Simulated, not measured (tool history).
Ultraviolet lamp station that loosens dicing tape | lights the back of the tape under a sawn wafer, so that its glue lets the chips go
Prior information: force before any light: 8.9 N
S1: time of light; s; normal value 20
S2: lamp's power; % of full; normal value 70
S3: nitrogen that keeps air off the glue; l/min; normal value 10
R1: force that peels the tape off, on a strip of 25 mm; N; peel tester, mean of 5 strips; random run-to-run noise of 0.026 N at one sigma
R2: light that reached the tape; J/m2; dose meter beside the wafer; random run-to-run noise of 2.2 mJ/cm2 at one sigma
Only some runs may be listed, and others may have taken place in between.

run 1 hour=0.0 | S1=20 S2=70 S3=10 | R1=1.807 R2=1450
run 2 hour=33.2 | S1=20 S2=70 S3=10 | R1=1.936 R2=1470
run 3 hour=64.4 | S1=20 S2=70 S3=10 | R1=1.916 R2=1440
run 4 hour=99.2 | S1=20 S2=70 S3=10 | R1=1.991 R2=1420
run 5 hour=123.7 | S1=20 S2=70 S3=10 | R1=1.967 R2=1410
run 6 hour=142.6 | S1=20 S2=70 S3=10 | R1=2.056 R2=1390
run 7 hour=162.9 | S1=20 S2=70 S3=14 | R1=1.824 R2=1380
run 8 hour=182.4 | S1=20 S2=70 S3=10 | R1=2.121 R2=1360
run 9 hour=200.0 | S1=20 S2=70 S3=10 | R1=2.157 R2=1350
run 10 hour=234.8 | S1=20 S2=61 S3=10 | R1=2.619 R2=1170
run 11 hour=256.3 | S1=20 S2=61 S3=10 | R1=2.623 R2=1160
run 12 hour=279.9 | S1=20 S2=70 S3=10 | R1=2.206 R2=1320
run 13 hour=314.2 | S1=20 S2=70 S3=10 | R1=2.244 R2=1280
run 14 hour=350.7 | S1=20 S2=70 S3=10 | R1=2.366 R2=1270
-- hour=353.5 window cleaned of glue's vapour
run 15 hour=382.8 | S1=20 S2=70 S3=10 | R1=1.961 R2=1380
run 16 hour=415.2 | S1=39 S2=83 S3=12 | R1=0.286 R2=3170
run 17 hour=453.7 | S1=27 S2=80 S3=7 | R1=1.166 R2=2100
run 18 hour=486.5 | S1=19 S2=61 S3=7 | R1=2.927 R2=1130
run 19 hour=505.4 | S1=15 S2=78 S3=10 | R1=2.608 R2=1120
run 20 hour=537.6 | S1=20 S2=71 S3=10 | R1=2.175 R2=1340
run 21 hour=573.7 | S1=35 S2=67 S3=5 | R1=1.342 R2=2160
run 22 hour=610.5 | S1=35 S2=67 S3=5 | R1=1.378 R2=2140
run 23 hour=629.9 | S1=35 S2=67 S3=5 | R1=1.411 R2=2090
run 24 hour=664.9 | S1=35 S2=67 S3=5 | R1=1.449 R2=2070
run 25 hour=691.8 | S1=23 S2=71 S3=10 | R1=1.964 R2=1440
run 26 hour=709.9 | S1=11 S2=70 S3=4 | R1=5.222 R2=670
run 27 hour=741.5 | S1=11 S2=70 S3=7 | R1=4.660 R2=640
run 28 hour=759.8 | S1=11 S2=91 S3=14 | R1=3.265 R2=870
run 29 hour=777.7 | S1=12 S2=91 S3=3 | R1=4.461 R2=890
run 30 hour=816.0 | S1=14 S2=91 S3=3 | R1=3.981 R2=1050

Here are 4 independent what-if runs from the current tool condition. What would each one return?
run A hour=848.6 | S1=34 S2=83 S3=10 | R1=? R2=?
run B hour=848.6 | S1=15 S2=91 S3=12 | R1=? R2=?
run C hour=848.6 | S1=15 S2=68 S3=10 | R1=? R2=?
run D hour=848.6 | S1=34 S2=65 S3=9 | R1=? R2=?

run=A R1=0.772 R2=2280
run=B R1=2.509 R2=1120
run=C R1=3.625 R2=780
run=D R1=1.413 R2=1770
Without the tool's hidden state the same runs would have given:
run=A R1=0.213 R2=3670
run=B R1=1.195 R2=1800
run=C R1=2.124 R2=1280
run=D R1=0.488 R2=2860
